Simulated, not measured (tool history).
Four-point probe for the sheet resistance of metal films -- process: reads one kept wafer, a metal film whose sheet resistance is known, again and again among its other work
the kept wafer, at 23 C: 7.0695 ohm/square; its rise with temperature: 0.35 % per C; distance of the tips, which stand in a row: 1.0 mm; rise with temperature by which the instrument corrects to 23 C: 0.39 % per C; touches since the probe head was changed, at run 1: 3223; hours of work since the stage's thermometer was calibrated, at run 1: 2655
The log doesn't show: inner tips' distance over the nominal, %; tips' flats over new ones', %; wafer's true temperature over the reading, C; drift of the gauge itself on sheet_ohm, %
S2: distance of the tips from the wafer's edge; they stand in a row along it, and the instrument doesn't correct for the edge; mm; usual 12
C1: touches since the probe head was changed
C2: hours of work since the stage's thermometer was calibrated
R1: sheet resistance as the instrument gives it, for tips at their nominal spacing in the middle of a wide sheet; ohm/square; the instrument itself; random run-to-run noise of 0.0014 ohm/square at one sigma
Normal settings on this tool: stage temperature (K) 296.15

run 1 day=0 | stage_temperature_(K)=296.15 S2=12 | C1=3223 C2=2655 | R1=7.060343
run 2 day=1.467 | stage_temperature_(K)=296.15 S2=12 | C1=4028 C2=2674 | R1=7.060134
run 3 day=3.992 | stage_temperature_(K)=296.15 S2=12 | C1=5413 C2=2707 | R1=7.060969
run 4 day=5.383 | stage_temperature_(K)=296.15 S2=12 | C1=6177 C2=2725 | R1=7.059765
run 5 day=8.217 | stage_temperature_(K)=296.15 S2=13 | C1=7732 C2=2762 | R1=7.055767
run 6 day=9.458 | stage_temperature_(K)=296.15 S2=13 | C1=8412 C2=2778 | R1=7.056243
run 7 day=10.8 | stage_temperature_(K)=296.15 S2=13 | C1=9149 C2=2795 | R1=7.058776
run 8 day=12.846 | stage_temperature_(K)=296.15 S2=13 | C1=10272 C2=2822 | R1=7.055982
run 9 day=14.842 | stage_temperature_(K)=296.15 S2=13 | C1=11365 C2=2847 | R1=7.058724
run 10 day=17.092 | stage_temperature_(K)=296.15 S2=12 | C1=12601 C2=2877 | R1=7.062585
run 11 day=19.125 | stage_temperature_(K)=296.15 S2=12 | C1=13717 C2=2903 | R1=7.061746
run 12 day=21.288 | stage_temperature_(K)=296.15 S2=12 | C1=14903 C2=2931 | R1=7.059694
run 13 day=23.362 | stage_temperature_(K)=296.15 S2=12 | C1=16041 C2=2958 | R1=7.060621
run 14 day=25.067 | stage_temperature_(K)=301.15 S2=12 | C1=16977 C2=2980 | R1=7.048996
-- day=25.633 stage's thermometer calibrated
run 15 day=26.458 | stage_temperature_(K)=296.15 S2=13 | C1=17729 C2=11 | R1=7.050439
run 16 day=28.083 | stage_temperature_(K)=296.15 S2=13 | C1=18620 C2=32 | R1=7.049791
run 17 day=30.375 | stage_temperature_(K)=296.15 S2=12 | C1=19876 C2=61 | R1=7.052179
run 18 day=31.775 | stage_temperature_(K)=296.15 S2=12 | C1=20646 C2=80 | R1=7.052346
run 19 day=33.004 | stage_temperature_(K)=296.15 S2=12 | C1=21319 C2=96 | R1=7.053443
run 20 day=34.646 | stage_temperature_(K)=296.15 S2=12 | C1=22220 C2=117 | R1=7.056719
run 21 day=36.979 | stage_temperature_(K)=296.15 S2=12 | C1=23500 C2=147 | R1=7.05333
-- day=38.662 stage's thermometer calibrated, once more
run 22 day=38.788 | stage_temperature_(K)=296.15 S2=12 | C1=24481 C2=2 | R1=7.082717
run 23 day=41.467 | stage_temperature_(K)=296.15 S2=12 | C1=25951 C2=36 | R1=7.084597
run 24 day=42.708 | stage_temperature_(K)=296.15 S2=9 | C1=26631 C2=52 | R1=7.101043
run 25 day=45.154 | stage_temperature_(K)=300.15 S2=23 | C1=27975 C2=84 | R1=7.053847
run 26 day=47.879 | stage_temperature_(K)=291.15 S2=12 | C1=29469 C2=120 | R1=7.097196
run 27 day=50.658 | stage_temperature_(K)=305.15 S2=7 | C1=30994 C2=156 | R1=7.112603
run 28 day=53.242 | stage_temperature_(K)=292.15 S2=5 | C1=32411 C2=189 | R1=7.219421
run 29 day=55.571 | stage_temperature_(K)=292.15 S2=24 | C1=33689 C2=219 | R1=7.072238
run 30 day=57.521 | stage_temperature_(K)=303.15 S2=11 | C1=34761 C2=245 | R1=7.074748
run 31 day=59.808 | stage_temperature_(K)=303.15 S2=11 | C1=36015 C2=274 | R1=7.07414
run 32 day=62.312 | stage_temperature_(K)=303.15 S2=11 | C1=37388 C2=307 | R1=7.072586
run 33 day=63.688 | stage_temperature_(K)=303.15 S2=11 | C1=38143 C2=325 | R1=7.073233
run 34 day=64.892 | stage_temperature_(K)=296.15 S2=22 | C1=38803 C2=340 | R1=7.066865
run 35 day=67.412 | stage_temperature_(K)=300.15 S2=22 | C1=40186 C2=373 | R1=7.058949
run 36 day=68.683 | stage_temperature_(K)=302.15 S2=68 | C1=40885 C2=390 | R1=7.046927
run 37 day=71.433 | stage_temperature_(K)=302.15 S2=68 | C1=42393 C2=425 | R1=7.044406
run 38 day=73.125 | stage_temperature_(K)=303.15 S2=12 | C1=43321 C2=447 | R1=7.069603
run 39 day=75.267 | stage_temperature_(K)=303.15 S2=12 | C1=44496 C2=475 | R1=7.070376
run 40 day=77.688 | stage_temperature_(K)=297.15 S2=5 | C1=45823 C2=506 | R1=7.206251
run 41 day=80.054 | stage_temperature_(K)=296.15 S2=10 | C1=47122 C2=537 | R1=7.100786
run 42 day=82.496 | stage_temperature_(K)=293.15 S2=4 | C1=48463 C2=569 | R1=7.299722
run 43 day=84.3 | stage_temperature_(K)=298.15 S2=74 | C1=49452 C2=592 | R1=7.057082
run 44 day=86.85 | stage_temperature_(K)=294.15 S2=26 | C1=50851 C2=625 | R1=7.072272
run 45 day=88.625 | stage_temperature_(K)=296.15 S2=3 | C1=51825 C2=648 | R1=7.458867
run 46 day=90.042 | stage_temperature_(K)=296.15 S2=3 | C1=52601 C2=667 | R1=7.458627

Below, each run's measurement less what the same run would have read without the hidden state. Both values contain the same run-to-run variation, but the gauge's scatter may not be the same in both:
run=1 R1=-0.035756
run=2 R1=-0.03565
run=3 R1=-0.035481
run=4 R1=-0.03539
run=5 R1=-0.035164
run=6 R1=-0.035071
run=7 R1=-0.034956
run=8 R1=-0.034811
run=9 R1=-0.034701
run=10 R1=-0.034558
run=11 R1=-0.034435
run=12 R1=-0.03426
run=13 R1=-0.034127
run=14 R1=-0.033657
run=15 R1=-0.043024
run=16 R1=-0.042921
run=17 R1=-0.04277
run=18 R1=-0.042667
run=19 R1=-0.042594
run=20 R1=-0.042496
run=21 R1=-0.042299
run=22 R1=-0.012265
run=23 R1=-0.012117
run=24 R1=-0.012061
run=25 R1=-0.01183
run=26 R1=-0.011655
run=27 R1=-0.011543
run=28 R1=-0.011538
run=29 R1=-0.011151
run=30 R1=-0.011008
run=31 R1=-0.010802
run=32 R1=-0.010639
run=33 R1=-0.010559
run=34 R1=-0.010472
run=35 R1=-0.010278
run=36 R1=-0.010159
run=37 R1=-0.009957
run=38 R1=-0.009897
run=39 R1=-0.00972
run=40 R1=-0.009734
run=41 R1=-0.009443
run=42 R1=-0.009495
run=43 R1=-0.009049
run=44 R1=-0.00887
run=45 R1=-0.009197
run=46 R1=-0.009102
